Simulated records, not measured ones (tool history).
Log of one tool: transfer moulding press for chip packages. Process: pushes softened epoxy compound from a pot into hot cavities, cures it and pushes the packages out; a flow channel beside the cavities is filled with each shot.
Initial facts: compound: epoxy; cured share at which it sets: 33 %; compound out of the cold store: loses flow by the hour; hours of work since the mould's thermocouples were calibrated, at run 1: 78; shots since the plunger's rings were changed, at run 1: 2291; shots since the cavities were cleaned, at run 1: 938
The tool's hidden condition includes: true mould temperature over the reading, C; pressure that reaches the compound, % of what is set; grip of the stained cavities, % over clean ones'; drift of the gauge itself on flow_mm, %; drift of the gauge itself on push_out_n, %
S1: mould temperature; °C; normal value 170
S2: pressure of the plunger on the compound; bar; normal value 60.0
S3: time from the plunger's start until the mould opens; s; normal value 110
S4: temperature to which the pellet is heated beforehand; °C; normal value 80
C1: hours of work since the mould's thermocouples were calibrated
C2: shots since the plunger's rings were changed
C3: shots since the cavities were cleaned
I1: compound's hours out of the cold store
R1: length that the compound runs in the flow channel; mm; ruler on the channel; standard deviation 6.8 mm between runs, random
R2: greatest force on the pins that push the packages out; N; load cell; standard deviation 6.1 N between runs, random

run    day   S1    S2   S3  S4   C1    C2   C3    I1   R1   R2
  1  0.000  170  60.0  110  80   78  2291  938  45.5  699  425
     0.396  -- cavities cleaned with cleaning compound and waxed
  2  0.471  170  60.0  144  80   83  2381   16  32.2  735  233
  3  0.725  170  60.0  144  80   86  2438   73  11.9  772  244
  4  1.096  170  57.4  110  80   91  2519  154  40.1  684  295
  5  1.362  170  60.0  133  80   94  2578  213  32.9  721  285
  6  1.700  170  60.0  101  80   98  2653  288  36.7  713  341
  7  2.062  170  60.0  110  72  103  2732  367  30.8  720  345
  8  2.479  170  60.0  110  72  108  2825  460  22.6  743  383
  9  2.829  170  60.0  110  72  112  2902  537  27.5  737  378
 10  3.017  170  60.0  110  72  115  2944  579  38.6  710  406
 11  3.312  170  60.0  104  80  118  3009  644  18.4  758  408
 12  3.542  170  60.0  104  80  121  3060  695  16.9  764  443
 13  3.867  170  60.0  104  80  125  3131  766  46.7  678  433
 14  4.221  170  60.0  104  80  130  3210  845  42.1  692  417
 15  4.454  170  55.7  104  80  132  3261  896  32.4  691  438
 16  4.846  173  67.7  105  86  137  3347  982  46.7  715  429
     5.046  -- cavities cleaned with cleaning compound and waxed
 17  5.292  176  67.7  112  71  142  3432   54  12.2  779  229
 18  5.621  170  62.8  123  78  146  3504  126  23.4  748  260
 19  5.962  170  74.6  110  80  150  3580  202  40.7  779  301
 20  6.217  170  57.3  110  84  153  3636  258  47.9  659  315
 21  6.625  170  60.0  140  80  159  3727  349  45.9  677  330
 22  7.062  175  60.0  140  80  164  3823  445  37.2  682  336
 23  7.300  175  60.0  140  80  167  3876  498  28.1  712  345
 24  7.579  175  60.0  136  80  170  3937  559  13.8  742  354
 25  7.792  170  60.0  143  74  173  3984  606  22.6  731  369
 26  8.212  170  59.4  110  76  178  4077  699  35.7  692  398
 27  8.475  170  59.4  110  76  181  4135  757  37.2  693  428
 28  8.712  169  56.2  140  87  184  4188  810  44.3  669  393
 29  8.983  170  60.8  110  74  188  4248  870  18.0  738  424

4 ways to go on from here, each from the tool as it stands after run 29. What would each give?
  A  9.217  173  60.0   96  75  191  4298  920  10.0   ?   ?
  B  9.217  170  73.6  110  80  191  4298  920  45.3   ?   ?
  C  9.217  175  60.8  110  74  191  4298  920  12.9   ?   ?
  D  9.217  172  60.8  138  74  191  4298  920  31.8   ?   ?

run   R1   R2
  A  736  442
  B  751  426
  C  735  413
  D  698  391
Take away the tool's hidden state, keep each run's random variation, and the runs would have read:
run   R1   R2
  A  791  234
  B  806  231
  C  789  222
  D  750  210
